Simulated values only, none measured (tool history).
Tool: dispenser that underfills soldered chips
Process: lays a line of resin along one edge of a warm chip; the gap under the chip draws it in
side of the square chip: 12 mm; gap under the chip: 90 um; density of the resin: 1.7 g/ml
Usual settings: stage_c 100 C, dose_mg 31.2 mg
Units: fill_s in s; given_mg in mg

run,hour,stage_c,dose_mg,fill_s,given_mg
1,0,100,31.2,72.9,30.58
# hour 9.2: new syringe of resin
2,14.6,100,31.2,72.2,30.49
# hour 23.1: new syringe of resin
3,29.7,100,31.2,76.9,30.48
# hour 37: new syringe of resin
4,42.4,100,31.2,72.6,30.21
# hour 50.8: new syringe of resin
5,54.2,100,32.6,64.9,31.66
6,60.9,100,32.6,94.1,31.44

Forecast run 7:
# hour 64.4: new syringe of resin
7,70.3,100,32.6,?,?

{"run 7": {"fill_s": 73.8, "given_mg": 31.31}}
Without the tool's hidden state the same run would have given fill_s 54.9 s, given_mg 32.51 mg.

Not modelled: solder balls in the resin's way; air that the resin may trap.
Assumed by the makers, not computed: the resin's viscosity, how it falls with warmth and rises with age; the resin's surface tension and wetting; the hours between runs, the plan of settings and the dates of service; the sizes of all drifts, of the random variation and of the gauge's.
